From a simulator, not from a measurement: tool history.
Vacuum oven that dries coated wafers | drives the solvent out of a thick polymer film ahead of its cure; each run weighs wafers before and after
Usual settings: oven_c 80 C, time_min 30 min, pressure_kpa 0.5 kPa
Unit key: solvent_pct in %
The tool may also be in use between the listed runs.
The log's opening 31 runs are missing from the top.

Run 32, hour 919.2: usual settings but oven_c 76 C, time_min 17 min, pressure_kpa 0.315 kPa. Result: solvent_pct 5.41 %.
Run 33, hour 959.4: usual settings but oven_c 94 C, time_min 26 min, pressure_kpa 0.669 kPa. Result: solvent_pct 0.7 %.
Run 34, hour 989.1: usual settings but oven_c 94 C, time_min 26 min, pressure_kpa 0.669 kPa. Result: solvent_pct 0.59 %.
Run 35, hour 1013.1: usual settings but oven_c 94 C, time_min 26 min, pressure_kpa 0.669 kPa. Result: solvent_pct 0.64 %.
At hour 1017.5: oven's thermocouples calibrated.
Run 36, hour 1038: usual settings but oven_c 76 C, time_min 26 min, pressure_kpa 1.731 kPa. Result: solvent_pct 4.96 %.
Run 37, hour 1058.6: usual settings but oven_c 76 C, time_min 26 min, pressure_kpa 0.509 kPa. Result: solvent_pct 3.63 %.
Run 38, hour 1080.6: usual settings but oven_c 91 C, time_min 49 min, pressure_kpa 1.245 kPa. Result: solvent_pct 1.17 %.
Run 39, hour 1118.8: usual settings but oven_c 71 C, time_min 20 min, pressure_kpa 0.874 kPa. Result: solvent_pct 7.49 %.
Run 40, hour 1148.7: usual settings but oven_c 75 C, time_min 17 min, pressure_kpa 0.874 kPa. Result: solvent_pct 6.69 %.
Run 41, hour 1171.8: usual settings but time_min 29 min, pressure_kpa 0.518 kPa. Result: solvent_pct 2.14 %.
Run 42, hour 1212: usual settings but time_min 29 min, pressure_kpa 0.518 kPa. Result: solvent_pct 2.05 %.

Each row is a separate what-if for the run after 42, all from the same tool condition, not one after another. Results?
Run A, hour 1240.2: usual settings but oven_c 88 C, time_min 29 min, pressure_kpa 0.881 kPa. Result: solvent_pct ?.
Run B, hour 1240.2: usual settings but oven_c 77 C, time_min 38 min. Result: solvent_pct ?.
Run C, hour 1240.2: usual settings but oven_c 87 C, time_min 19 min, pressure_kpa 0.426 kPa. Result: solvent_pct ?.

run  solvent_pct
  A         1.13
  B         2.07
  C         1.76
What these runs would have given with no unlogged condition in the tool:
run  solvent_pct
  A         0.81
  B         1.64
  C         1.52
